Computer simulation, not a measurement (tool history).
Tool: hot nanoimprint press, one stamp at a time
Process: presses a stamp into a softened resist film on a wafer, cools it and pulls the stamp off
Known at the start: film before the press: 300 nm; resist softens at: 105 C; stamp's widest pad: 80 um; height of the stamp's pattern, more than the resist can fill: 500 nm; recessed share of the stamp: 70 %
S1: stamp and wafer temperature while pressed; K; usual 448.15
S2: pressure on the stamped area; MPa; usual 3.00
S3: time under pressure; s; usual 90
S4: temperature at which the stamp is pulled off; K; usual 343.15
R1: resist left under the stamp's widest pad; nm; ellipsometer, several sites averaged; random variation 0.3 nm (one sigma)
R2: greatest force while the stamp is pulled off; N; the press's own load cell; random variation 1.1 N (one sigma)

run 1 hour=0.0 | S1=448.15 S2=3.00 S3=90 S4=343.15 | R1=166.4 R2=122
run 2 hour=8.5 | S1=448.15 S2=3.00 S3=90 S4=343.15 | R1=166.4 R2=125
run 3 hour=15.2 | S1=448.15 S2=3.00 S3=90 S4=343.15 | R1=166.7 R2=123
run 4 hour=26.0 | S1=448.15 S2=3.00 S3=90 S4=343.15 | R1=165.9 R2=124
run 5 hour=34.9 | S1=448.15 S2=3.00 S3=90 S4=343.15 | R1=166.1 R2=125
run 6 hour=40.7 | S1=448.15 S2=3.00 S3=90 S4=343.15 | R1=166.0 R2=126
run 7 hour=46.7 | S1=448.15 S2=3.00 S3=90 S4=343.15 | R1=166.3 R2=128
run 8 hour=57.4 | S1=455.15 S2=3.00 S3=90 S4=343.15 | R1=120.1 R2=127
run 9 hour=64.9 | S1=455.15 S2=3.00 S3=90 S4=343.15 | R1=120.3 R2=128
-- hour=68.8 plate thermocouple calibrated
run 10 hour=75.4 | S1=448.15 S2=3.36 S3=90 S4=343.15 | R1=155.0 R2=124
-- hour=88.2 stamp cleaned and given a new release coat
run 11 hour=88.2 | S1=448.15 S2=3.36 S3=90 S4=343.15 | R1=154.5 R2=112
run 12 hour=99.9 | S1=448.15 S2=3.00 S3=90 S4=343.15 | R1=162.5 R2=111
-- hour=105.7 plate thermocouple calibrated, once more
run 13 hour=113.4 | S1=448.15 S2=3.00 S3=90 S4=343.15 | R1=172.1 R2=118
run 14 hour=121.9 | S1=448.15 S2=3.00 S3=90 S4=343.15 | R1=172.5 R2=118
run 15 hour=129.0 | S1=453.15 S2=3.00 S3=90 S4=343.15 | R1=136.7 R2=120
run 16 hour=136.2 | S1=453.15 S2=3.00 S3=90 S4=331.15 | R1=137.5 R2=163
run 17 hour=146.2 | S1=456.15 S2=2.52 S3=77 S4=328.15 | R1=137.0 R2=174
run 18 hour=156.2 | S1=456.15 S2=2.52 S3=77 S4=328.15 | R1=137.0 R2=173
run 19 hour=166.3 | S1=456.15 S2=2.52 S3=77 S4=328.15 | R1=136.9 R2=177
run 20 hour=175.9 | S1=456.15 S2=2.52 S3=77 S4=328.15 | R1=136.8 R2=179

Run 21 comes next. What will it give?
run 21 hour=185.9 | S1=445.15 S2=3.00 S3=90 S4=343.15 | R1=? R2=?

R1: 194.8 nm
R2: 122 N
Without the tool's hidden state the same run would have given R1 194.1 nm, R2 115 N.

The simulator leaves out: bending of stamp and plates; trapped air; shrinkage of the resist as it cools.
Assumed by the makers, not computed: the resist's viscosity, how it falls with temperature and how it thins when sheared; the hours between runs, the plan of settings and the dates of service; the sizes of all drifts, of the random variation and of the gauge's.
